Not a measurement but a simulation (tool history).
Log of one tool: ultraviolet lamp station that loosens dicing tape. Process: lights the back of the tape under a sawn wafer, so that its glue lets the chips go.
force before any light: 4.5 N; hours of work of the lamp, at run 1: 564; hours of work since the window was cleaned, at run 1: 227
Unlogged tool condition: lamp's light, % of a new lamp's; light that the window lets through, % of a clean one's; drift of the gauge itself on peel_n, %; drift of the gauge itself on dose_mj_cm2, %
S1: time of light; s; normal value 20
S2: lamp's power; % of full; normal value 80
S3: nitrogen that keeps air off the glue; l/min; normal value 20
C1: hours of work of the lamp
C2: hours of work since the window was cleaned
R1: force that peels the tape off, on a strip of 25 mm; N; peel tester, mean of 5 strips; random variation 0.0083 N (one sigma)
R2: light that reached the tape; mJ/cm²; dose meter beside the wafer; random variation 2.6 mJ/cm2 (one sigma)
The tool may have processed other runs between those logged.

| run | hour | S1 | S2 | S3 | C1 | C2 | R1 | R2 |
|---|---|---|---|---|---|---|---|---|
| 1 | 0 | 20 | 80 | 20 | 564 | 227 | 0.553 | 251 |
| 2 | 31.9 | 20 | 80 | 20 | 585 | 248 | 0.538 | 241 |
| 3 | 45.8 | 20 | 94 | 20 | 594 | 257 | 0.436 | 283 |
| 4 | 65 | 20 | 61 | 20 | 607 | 270 | 0.88 | 177 |
|  | 69.1 | window cleaned of glue's vapour |
| 5 | 90.8 | 20 | 61 | 20 | 624 | 14 | 1.089 | 161 |
| 6 | 117.2 | 20 | 61 | 20 | 641 | 32 | 1.083 | 157 |
| 7 | 135.2 | 20 | 61 | 8 | 653 | 44 | 1.635 | 155 |
| 8 | 155.7 | 20 | 80 | 12 | 667 | 58 | 1.006 | 202 |
|  | 166.5 | window cleaned of glue's vapour, once more |
| 9 | 176.5 | 20 | 80 | 20 | 680 | 7 | 0.446 | 271 |
| 10 | 209.2 | 20 | 80 | 20 | 702 | 28 | 0.493 | 263 |
| 11 | 240.7 | 20 | 80 | 20 | 723 | 49 | 0.509 | 262 |
| 12 | 271.4 | 20 | 80 | 20 | 743 | 70 | 0.496 | 256 |
| 13 | 285.3 | 20 | 80 | 20 | 753 | 79 | 0.504 | 255 |
| 14 | 299.6 | 20 | 80 | 20 | 762 | 88 | 0.517 | 250 |
| 15 | 314.7 | 16 | 80 | 20 | 772 | 98 | 0.766 | 200 |
| 16 | 331.3 | 16 | 80 | 20 | 783 | 110 | 0.798 | 196 |
| 17 | 346.3 | 20 | 80 | 13 | 793 | 119 | 0.755 | 244 |
| 18 | 373.6 | 10 | 80 | 20 | 811 | 138 | 1.512 | 122 |
| 19 | 390.2 | 10 | 80 | 20 | 822 | 149 | 1.463 | 117 |
| 20 | 422.4 | 20 | 80 | 20 | 844 | 170 | 0.564 | 234 |
| 21 | 449.5 | 20 | 80 | 16 | 862 | 188 | 0.704 | 235 |
| 22 | 472.9 | 19 | 72 | 15 | 877 | 204 | 0.935 | 202 |
| 23 | 504.5 | 28 | 83 | 15 | 898 | 225 | 0.392 | 329 |
| 24 | 530.9 | 28 | 83 | 15 | 916 | 242 | 0.398 | 322 |
| 25 | 560.4 | 26 | 80 | 20 | 935 | 262 | 0.397 | 289 |
|  | 575.5 | window cleaned of glue's vapour |
| 26 | 577.8 | 14 | 80 | 20 | 947 | 2 | 0.983 | 175 |
| 27 | 601.6 | 14 | 80 | 20 | 962 | 17 | 0.973 | 175 |
| 28 | 619.3 | 14 | 80 | 20 | 974 | 29 | 0.96 | 168 |
| 29 | 635.9 | 14 | 80 | 20 | 985 | 40 | 0.952 | 171 |
| 30 | 668.5 | 20 | 80 | 18 | 1007 | 62 | 0.628 | 234 |
| 31 | 695.7 | 20 | 63 | 18 | 1025 | 80 | 0.94 | 185 |
| 32 | 711.2 | 20 | 63 | 18 | 1035 | 90 | 0.928 | 185 |
| 33 | 740.2 | 20 | 63 | 18 | 1054 | 109 | 0.934 | 180 |
| 34 | 755.1 | 20 | 63 | 18 | 1064 | 119 | 0.944 | 177 |
| 35 | 787.3 | 12 | 68 | 20 | 1086 | 141 | 1.554 | 113 |
|  | 798.6 | lamp changed |
| 36 | 807 | 12 | 68 | 20 | 6 | 153 | 1.139 | 151 |
| 37 | 830.1 | 14 | 80 | 19 | 21 | 168 | 0.74 | 209 |
| 38 | 851.8 | 13 | 80 | 9 | 35 | 183 | 1.313 | 193 |
| 39 | 873.7 | 20 | 61 | 20 | 50 | 197 | 0.649 | 224 |
| 40 | 905.8 | 39 | 76 | 14 | 71 | 219 | 0.195 | 529 |
| 41 | 928.2 | 23 | 80 | 29 | 86 | 234 | 0.256 | 325 |
| 42 | 945.9 | 13 | 89 | 20 | 98 | 245 | 0.741 | 203 |

3 ways to go on from here, each from the tool as it stands after run 42. What would each give?
| A | 978.9 | 37 | 67 | 12 | 120 | 267 | ? | ? |
| B | 978.9 | 15 | 86 | 38 | 120 | 267 | ? | ? |
| C | 978.9 | 21 | 88 | 12 | 120 | 267 | ? | ? |

| run | R1 | R2 |
|---|---|---|
| A | 0.293 | 425 |
| B | 0.445 | 220 |
| C | 0.469 | 313 |
With no hidden state in the tool, these same runs would have given:
| run | R1 | R2 |
|---|---|---|
| A | 0.227 | 498 |
| B | 0.333 | 257 |
| C | 0.349 | 368 |
